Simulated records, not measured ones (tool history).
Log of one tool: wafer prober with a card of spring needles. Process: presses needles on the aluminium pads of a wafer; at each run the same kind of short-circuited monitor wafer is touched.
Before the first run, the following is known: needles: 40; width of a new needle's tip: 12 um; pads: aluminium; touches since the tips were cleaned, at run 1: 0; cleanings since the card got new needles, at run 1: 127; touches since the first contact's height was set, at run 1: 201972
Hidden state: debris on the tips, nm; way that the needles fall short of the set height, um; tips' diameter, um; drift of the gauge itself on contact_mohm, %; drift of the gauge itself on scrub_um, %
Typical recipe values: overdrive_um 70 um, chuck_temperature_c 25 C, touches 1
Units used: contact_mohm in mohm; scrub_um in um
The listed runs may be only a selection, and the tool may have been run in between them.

run   hour  overdrive_um  chuck_temperature_c  touches  touches since the tips were cleaned  cleanings since the card got new needles  touches since the first contact's height was set  contact_mohm  scrub_um
  1      0            70                   25        1                                    0                                       127                                            201972           190     14.63
       4.2  -- tips cleaned on abrasive film
       8.4  -- tips cleaned on abrasive film
      13.5  -- tips cleaned on abrasive film
      18.7  -- tips cleaned on abrasive film
  2   18.8            70                   25        1                                   99                                       131                                            215557           188      14.5
      23.8  -- tips cleaned on abrasive film
        28  -- tips cleaned on abrasive film
      32.2  -- tips cleaned on abrasive film
      37.4  -- tips cleaned on abrasive film
  3   39.6            70                   25        1                                 1617                                       135                                            230609           216     14.47
      41.7  -- tips cleaned on abrasive film
      45.9  -- tips cleaned on abrasive film
      50.3  -- height of the first contact set anew
      51.4  -- tips cleaned on abrasive film
  4   54.4            70                   43        1                                 2228                                       138                                              2982           227     13.94
      56.6  -- tips cleaned on abrasive film
      61.7  -- tips cleaned on abrasive film
      66.7  -- tips cleaned on abrasive film
  5   69.3            70                   43        1                                 1967                                       141                                             13783           225     13.95
      71.5  -- tips cleaned on abrasive film
      76.4  -- tips cleaned on abrasive film
      81.5  -- tips cleaned on abrasive film
      86.5  -- tips cleaned on abrasive film
  6   87.5            70                   43        1                                  708                                       145                                             26890           213     13.86
      91.7  -- tips cleaned on abrasive film
      95.9  -- tips cleaned on abrasive film
  7   98.9            70                   43        1                                 2274                                       147                                             35193           227     13.91
     100.1  -- tips cleaned on abrasive film
     105.3  -- tips cleaned on abrasive film
     110.2  -- tips cleaned on abrasive film
     115.3  -- tips cleaned on abrasive film
  8  116.7            70                   43        1                                 1041                                       151                                             48006           211     13.88
     119.8  -- tips cleaned on abrasive film
     124.8  -- tips cleaned on abrasive film
       129  -- tips cleaned on abrasive film
     133.2  -- tips cleaned on abrasive film
     136.5  -- height of the first contact set anew, once more
  9  137.5            70                   43        1                                 2936                                       155                                               707           233     15.16
     138.6  -- tips cleaned on abrasive film
     142.8  -- tips cleaned on abrasive film
       148  -- tips cleaned on abrasive film
     153.1  -- tips cleaned on abrasive film
 10  154.8            70                   25        1                                 1270                                       159                                             13203           209     15.11
     157.9  -- tips cleaned on abrasive film
     163.1  -- tips cleaned on abrasive film
 11  166.9            70                   25        1                                 2779                                       161                                             21970           220     15.14
       168  -- tips cleaned on abrasive film
     173.2  -- tips cleaned on abrasive film
     178.3  -- tips cleaned on abrasive film
     190.3  -- card fitted with new needles
     195.4  -- tips cleaned on abrasive film
 12  197.6            70                   25        1                                 1612                                         1                                              5323           214     15.15
     199.6  -- tips cleaned on abrasive film
     204.8  -- tips cleaned on abrasive film
     209.5  -- tips cleaned on abrasive film
 13  209.5            70                  107        1                                    0                                         4                                             13891           204     15.15
     214.7  -- tips cleaned on abrasive film
     219.8  -- tips cleaned on abrasive film
 14  222.1            70                   66        1                                 1725                                         6                                             23095           223     15.09
     224.3  -- tips cleaned on abrasive film
     229.3  -- tips cleaned on abrasive film
     234.4  -- tips cleaned on abrasive film
 15  237.7            81                   79        2                                 2422                                         9                                             34358           215     17.42
     238.8  -- tips cleaned on abrasive film
     243.9  -- tips cleaned on abrasive film
 16  246.9            55                   68        1                                 2151                                        11                                             40985           236     11.85
       249  -- tips cleaned on abrasive film
     254.2  -- tips cleaned on abrasive film
     258.4  -- tips cleaned on abrasive film
 17  260.3            55                   68        1                                 1456                                        14                                             50731           227     11.85
     263.5  -- tips cleaned on abrasive film
     268.7  -- tips cleaned on abrasive film
 18  269.7            55                   68        1                                  728                                        16                                             57488           216     11.76
     273.8  -- tips cleaned on abrasive film
       279  -- tips cleaned on abrasive film
 19  279.3            74                   25        1                                  231                                        18                                             64408           192     15.83
     283.5  -- tips cleaned on abrasive film
     287.6  -- tips cleaned on abrasive film
     292.6  -- tips cleaned on abrasive film
     297.3  -- tips cleaned on abrasive film
 20  297.3            74                   95        2                                    0                                        22                                             77450           204     15.78
     301.5  -- tips cleaned on abrasive film
     306.5  -- tips cleaned on abrasive film
 21  307.9            67                   61        1                                 1103                                        24                                             85141           215     14.22
     311.1  -- tips cleaned on abrasive film
     316.3  -- tips cleaned on abrasive film
 22  316.4            70                   25        1                                  101                                        26                                             91271           190     14.87
     320.6  -- tips cleaned on abrasive film
     324.9  -- tips cleaned on abrasive film
 23  324.9            89                   25        1                                    0                                        28                                             97361           185     19.07
     329.8  -- tips cleaned on abrasive film
       335  -- tips cleaned on abrasive film
 24    335            70                   25        2                                   13                                        30                                            104663           186     14.84
     339.9  -- tips cleaned on abrasive film
       345  -- tips cleaned on abrasive film
 25  345.3            53                   46        2                                  227                                        32                                            112153           200     11.17
     349.5  -- tips cleaned on abrasive film
     354.6  -- tips cleaned on abrasive film
     359.7  -- tips cleaned on abrasive film
 26    363            70                   27        2                                 2395                                        35                                            124966           205     14.86

Predict each of these 3 candidate next runs independently; none follows another, all start after run 26:
       364  -- tips cleaned on abrasive film
     369.2  -- tips cleaned on abrasive film
     373.4  -- tips cleaned on abrasive film
  A  375.1            70                   62        1                                 1280                                        38                                            133702             ?         ?
       364  -- tips cleaned on abrasive film
     369.2  -- tips cleaned on abrasive film
     373.4  -- tips cleaned on abrasive film
  B  375.1            70                   82        1                                 1280                                        38                                            133702             ?         ?
       364  -- tips cleaned on abrasive film
     369.2  -- tips cleaned on abrasive film
     373.4  -- tips cleaned on abrasive film
  C  375.1            61                   99        2                                 1280                                        38                                            133702             ?         ?

run  contact_mohm  scrub_um
  A           214     14.69
  B           220      14.8
  C           217     12.82
The same runs, with their run-to-run variation unchanged, on a tool lacking any hidden condition would have given:
run  contact_mohm  scrub_um
  A           191     15.09
  B           197      15.2
  C           201     13.21

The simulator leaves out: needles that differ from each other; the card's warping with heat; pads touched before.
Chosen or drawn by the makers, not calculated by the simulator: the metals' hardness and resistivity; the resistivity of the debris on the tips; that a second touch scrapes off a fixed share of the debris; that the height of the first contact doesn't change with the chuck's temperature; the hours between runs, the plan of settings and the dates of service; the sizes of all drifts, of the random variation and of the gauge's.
